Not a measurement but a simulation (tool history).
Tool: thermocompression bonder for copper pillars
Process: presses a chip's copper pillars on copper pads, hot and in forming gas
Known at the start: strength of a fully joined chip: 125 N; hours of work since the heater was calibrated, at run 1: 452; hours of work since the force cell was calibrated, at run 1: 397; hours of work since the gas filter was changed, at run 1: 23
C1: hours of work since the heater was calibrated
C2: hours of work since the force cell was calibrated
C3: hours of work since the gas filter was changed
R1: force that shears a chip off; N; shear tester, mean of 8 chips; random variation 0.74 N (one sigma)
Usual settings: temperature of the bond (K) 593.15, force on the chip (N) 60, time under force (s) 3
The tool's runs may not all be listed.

{"run": 1, "hour": 0.0, "temperature of the bond (K)": 593.15, "force on the chip (N)": 60, "time under force (s)": 3, "C1": 452, "C2": 397, "C3": 23, "R1": 58}
{"run": 2, "hour": 10.8, "temperature of the bond (K)": 593.15, "force on the chip (N)": 60, "time under force (s)": 6, "C1": 461, "C2": 405, "C3": 32, "R1": 71.2}
{"run": 3, "hour": 25.9, "temperature of the bond (K)": 593.15, "force on the chip (N)": 60, "time under force (s)": 6, "C1": 472, "C2": 417, "C3": 44, "R1": 71.8}
{"run": 4, "hour": 37.4, "temperature of the bond (K)": 604.15, "force on the chip (N)": 60, "time under force (s)": 3, "C1": 481, "C2": 426, "C3": 52, "R1": 63}
{"run": 5, "hour": 58.2, "temperature of the bond (K)": 593.15, "force on the chip (N)": 60, "time under force (s)": 5, "C1": 498, "C2": 442, "C3": 69, "R1": 66.9}
{"run": 6, "hour": 79.1, "temperature of the bond (K)": 593.15, "force on the chip (N)": 60, "time under force (s)": 3, "C1": 514, "C2": 458, "C3": 85, "R1": 55}
{"run": 7, "hour": 102.3, "temperature of the bond (K)": 593.15, "force on the chip (N)": 60, "time under force (s)": 3, "C1": 532, "C2": 477, "C3": 103, "R1": 55.4}
{"run": 8, "hour": 114.3, "temperature of the bond (K)": 593.15, "force on the chip (N)": 60, "time under force (s)": 2, "C1": 542, "C2": 486, "C3": 113, "R1": 46.6}
{"run": 9, "hour": 124.3, "temperature of the bond (K)": 579.15, "force on the chip (N)": 60, "time under force (s)": 2, "C1": 549, "C2": 494, "C3": 121, "R1": 40.2}
{"run": 10, "hour": 143.2, "temperature of the bond (K)": 579.15, "force on the chip (N)": 60, "time under force (s)": 2, "C1": 564, "C2": 509, "C3": 135, "R1": 39.3}
{"run": 11, "hour": 154.8, "temperature of the bond (K)": 579.15, "force on the chip (N)": 60, "time under force (s)": 2, "C1": 573, "C2": 518, "C3": 144, "R1": 40.3}
{"run": 12, "hour": 171.2, "temperature of the bond (K)": 579.15, "force on the chip (N)": 60, "time under force (s)": 2, "C1": 586, "C2": 530, "C3": 157, "R1": 39.3}
{"hour": 177.6, "done": "forming gas filter changed"}
{"run": 13, "hour": 192.4, "temperature of the bond (K)": 579.15, "force on the chip (N)": 60, "time under force (s)": 2, "C1": 602, "C2": 547, "C3": 12, "R1": 43.1}
{"run": 14, "hour": 214.6, "temperature of the bond (K)": 593.15, "force on the chip (N)": 60, "time under force (s)": 3, "C1": 620, "C2": 564, "C3": 29, "R1": 57.7}
{"run": 15, "hour": 233.4, "temperature of the bond (K)": 593.15, "force on the chip (N)": 66, "time under force (s)": 3, "C1": 634, "C2": 579, "C3": 44, "R1": 60.7}
{"run": 16, "hour": 255.7, "temperature of the bond (K)": 593.15, "force on the chip (N)": 66, "time under force (s)": 3, "C1": 652, "C2": 596, "C3": 61, "R1": 59.8}
{"run": 17, "hour": 270.1, "temperature of the bond (K)": 593.15, "force on the chip (N)": 66, "time under force (s)": 3, "C1": 663, "C2": 607, "C3": 72, "R1": 61.3}
{"run": 18, "hour": 292.5, "temperature of the bond (K)": 593.15, "force on the chip (N)": 66, "time under force (s)": 3, "C1": 681, "C2": 625, "C3": 90, "R1": 60.4}
{"run": 19, "hour": 316.3, "temperature of the bond (K)": 593.15, "force on the chip (N)": 60, "time under force (s)": 4, "C1": 699, "C2": 644, "C3": 108, "R1": 61.7}
{"run": 20, "hour": 335.4, "temperature of the bond (K)": 593.15, "force on the chip (N)": 60, "time under force (s)": 5, "C1": 714, "C2": 659, "C3": 123, "R1": 66.6}
{"run": 21, "hour": 346.5, "temperature of the bond (K)": 593.15, "force on the chip (N)": 60, "time under force (s)": 5, "C1": 723, "C2": 667, "C3": 132, "R1": 65.9}
{"run": 22, "hour": 362.4, "temperature of the bond (K)": 593.15, "force on the chip (N)": 60, "time under force (s)": 5, "C1": 735, "C2": 680, "C3": 145, "R1": 63.9}
{"run": 23, "hour": 381.8, "temperature of the bond (K)": 620.15, "force on the chip (N)": 43, "time under force (s)": 6, "C1": 750, "C2": 695, "C3": 160, "R1": 69.1}
{"hour": 384.9, "done": "forming gas filter changed"}
{"run": 24, "hour": 401.2, "temperature of the bond (K)": 613.15, "force on the chip (N)": 51, "time under force (s)": 5, "C1": 765, "C2": 710, "C3": 13, "R1": 75.2}
{"run": 25, "hour": 422.2, "temperature of the bond (K)": 622.15, "force on the chip (N)": 69, "time under force (s)": 3, "C1": 782, "C2": 726, "C3": 29, "R1": 84.5}
{"run": 26, "hour": 434.1, "temperature of the bond (K)": 622.15, "force on the chip (N)": 69, "time under force (s)": 3, "C1": 791, "C2": 735, "C3": 39, "R1": 83.8}
{"run": 27, "hour": 450.5, "temperature of the bond (K)": 593.15, "force on the chip (N)": 43, "time under force (s)": 5, "C1": 804, "C2": 748, "C3": 51, "R1": 55.2}
{"run": 28, "hour": 470.6, "temperature of the bond (K)": 603.15, "force on the chip (N)": 59, "time under force (s)": 2, "C1": 820, "C2": 764, "C3": 67, "R1": 55.4}
{"run": 29, "hour": 494.2, "temperature of the bond (K)": 598.15, "force on the chip (N)": 47, "time under force (s)": 3, "C1": 838, "C2": 782, "C3": 86, "R1": 50.6}
{"run": 30, "hour": 516.2, "temperature of the bond (K)": 593.15, "force on the chip (N)": 60, "time under force (s)": 2, "C1": 855, "C2": 800, "C3": 103, "R1": 48.8}
{"run": 31, "hour": 538.4, "temperature of the bond (K)": 593.15, "force on the chip (N)": 60, "time under force (s)": 2, "C1": 873, "C2": 817, "C3": 120, "R1": 48.9}
{"run": 32, "hour": 550.0, "temperature of the bond (K)": 574.15, "force on the chip (N)": 68, "time under force (s)": 8, "C1": 882, "C2": 826, "C3": 129, "R1": 69.5}
{"run": 33, "hour": 574.4, "temperature of the bond (K)": 618.15, "force on the chip (N)": 43, "time under force (s)": 5, "C1": 901, "C2": 845, "C3": 148, "R1": 65.1}
{"hour": 591.2, "done": "forming gas filter changed"}
{"run": 34, "hour": 591.2, "temperature of the bond (K)": 618.15, "force on the chip (N)": 43, "time under force (s)": 2, "C1": 914, "C2": 858, "C3": 0, "R1": 52}
{"run": 35, "hour": 605.8, "temperature of the bond (K)": 620.15, "force on the chip (N)": 60, "time under force (s)": 2, "C1": 925, "C2": 869, "C3": 11, "R1": 69}
{"run": 36, "hour": 622.3, "temperature of the bond (K)": 596.15, "force on the chip (N)": 41, "time under force (s)": 2, "C1": 938, "C2": 882, "C3": 24, "R1": 40.2}
{"run": 37, "hour": 645.3, "temperature of the bond (K)": 604.15, "force on the chip (N)": 46, "time under force (s)": 2, "C1": 956, "C2": 900, "C3": 42, "R1": 47.9}
{"run": 38, "hour": 660.2, "temperature of the bond (K)": 582.15, "force on the chip (N)": 60, "time under force (s)": 5, "C1": 967, "C2": 912, "C3": 54, "R1": 64.3}
{"run": 39, "hour": 672.7, "temperature of the bond (K)": 574.15, "force on the chip (N)": 78, "time under force (s)": 4, "C1": 977, "C2": 922, "C3": 64, "R1": 65.4}

Hidden state at the last listed run before each entry between runs and at the first one after, where it differs:
Between runs 12 and 13: forming gas filter changed (hour 177.6)
  true temperature of the bond over the reading, C: 4.3 -> 4.5; force that reaches the chip, % of what is set: 103.7 -> 103.8; oxide that the forming gas leaves, % of the face: 10.74 -> 1.34
  measured less the result without the state, R1: -1 -> +3.3 N
Between runs 23 and 24: forming gas filter changed (hour 384.9)
  true temperature of the bond over the reading, C: 5.7 -> 5.8; force that reaches the chip, % of what is set: 104.8 -> 104.9; oxide that the forming gas leaves, % of the face: 11.04 -> 1.35
  measured less the result without the state, R1: -2.5 -> +5.2 N
Between runs 33 and 34: forming gas filter changed (hour 591.2)
  true temperature of the bond over the reading, C: 7 -> 7.1; force that reaches the chip, % of what is set: 105.8 -> 105.9; oxide that the forming gas leaves, % of the face: 10.43 -> 0.61
  measured less the result without the state, R1: -0.4 -> +5.8 N
